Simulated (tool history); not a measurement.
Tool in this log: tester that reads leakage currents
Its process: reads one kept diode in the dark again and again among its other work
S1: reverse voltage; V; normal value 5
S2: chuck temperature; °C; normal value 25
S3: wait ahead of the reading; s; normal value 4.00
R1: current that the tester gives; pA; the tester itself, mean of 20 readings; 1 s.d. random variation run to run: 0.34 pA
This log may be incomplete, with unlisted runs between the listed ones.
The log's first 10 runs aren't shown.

run,day,S1,S2,S3,R1
11,19.475,5,25,4.00,111.99
12,20.996,5,25,4.00,111.93
13,22.621,5,25,4.00,111.42
14,24.350,5,33,4.00,208.17
15,27.158,5,33,4.00,208.34
16,29.004,5,25,4.00,111.78
17,31.404,5,25,4.00,110.95
18,33.288,5,25,4.00,111.61
19,35.138,5,25,9.43,111.25
20,36.958,5,25,9.43,110.26

What does the tool deliver on the next run?
21,38.700,5,25,9.43,?

Logged for run 21: R1 110.27 pA.
Take away the tool's hidden state, keep the run-to-run variation as it was, and the same run would have given R1 111.91 pA.
